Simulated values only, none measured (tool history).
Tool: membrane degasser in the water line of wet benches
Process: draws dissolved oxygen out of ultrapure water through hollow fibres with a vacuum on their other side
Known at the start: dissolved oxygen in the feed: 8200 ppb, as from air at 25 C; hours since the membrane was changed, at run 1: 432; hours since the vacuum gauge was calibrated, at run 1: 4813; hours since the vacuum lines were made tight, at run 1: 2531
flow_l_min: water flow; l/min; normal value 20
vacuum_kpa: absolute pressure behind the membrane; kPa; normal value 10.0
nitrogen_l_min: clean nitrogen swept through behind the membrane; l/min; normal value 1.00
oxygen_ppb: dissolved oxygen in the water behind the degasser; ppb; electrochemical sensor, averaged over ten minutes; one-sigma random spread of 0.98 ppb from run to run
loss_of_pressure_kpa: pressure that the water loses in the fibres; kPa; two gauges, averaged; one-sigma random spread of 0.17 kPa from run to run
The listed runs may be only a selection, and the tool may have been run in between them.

run,hour,flow_l_min,vacuum_kpa,nitrogen_l_min,hours since the membrane was changed,hours since the vacuum gauge was calibrated,hours since the vacuum lines were made tight,oxygen_ppb,loss_of_pressure_kpa
1,0.0,20,10.0,1.00,432,4813,2531,306.8,33.55
2,90.9,20,10.0,1.00,523,4904,2621,306.6,33.80
3,232.0,20,10.0,1.00,664,5045,2763,304.1,33.55
4,353.6,20,10.0,1.00,786,5167,2884,305.0,33.46
# hour 380.4: vacuum gauge calibrated
5,428.0,20,10.0,1.00,859,48,2958,306.0,33.47
6,591.3,20,20.8,2.44,1023,211,3121,345.4,33.51
7,706.0,13,18.7,0.71,1137,326,3236,596.2,21.77
8,869.6,13,18.7,0.71,1301,489,3400,600.1,21.70
9,987.5,13,18.7,0.71,1419,607,3518,598.6,21.73
10,1130.5,23,18.7,0.71,1562,750,3661,960.6,38.54

Alternative continuations, all from the tool just after run 10; predict every row:
A,1219.1,29,10.0,1.00,1651,839,3749,?,?
B,1219.1,20,15.4,1.19,1651,839,3749,?,?
C,1219.1,23,7.6,0.74,1651,839,3749,?,?
D,1219.1,30,19.5,0.71,1651,839,3749,?,?

run,oxygen_ppb,loss_of_pressure_kpa
A,457.9,48.52
B,454.6,33.49
C,300.2,38.35
D,1252.4,50.31
Had the tool no hidden state, the same runs would have come out as:
run,oxygen_ppb,loss_of_pressure_kpa
A,457.8,48.87
B,454.5,33.74
C,300.0,38.62
D,1252.2,50.67
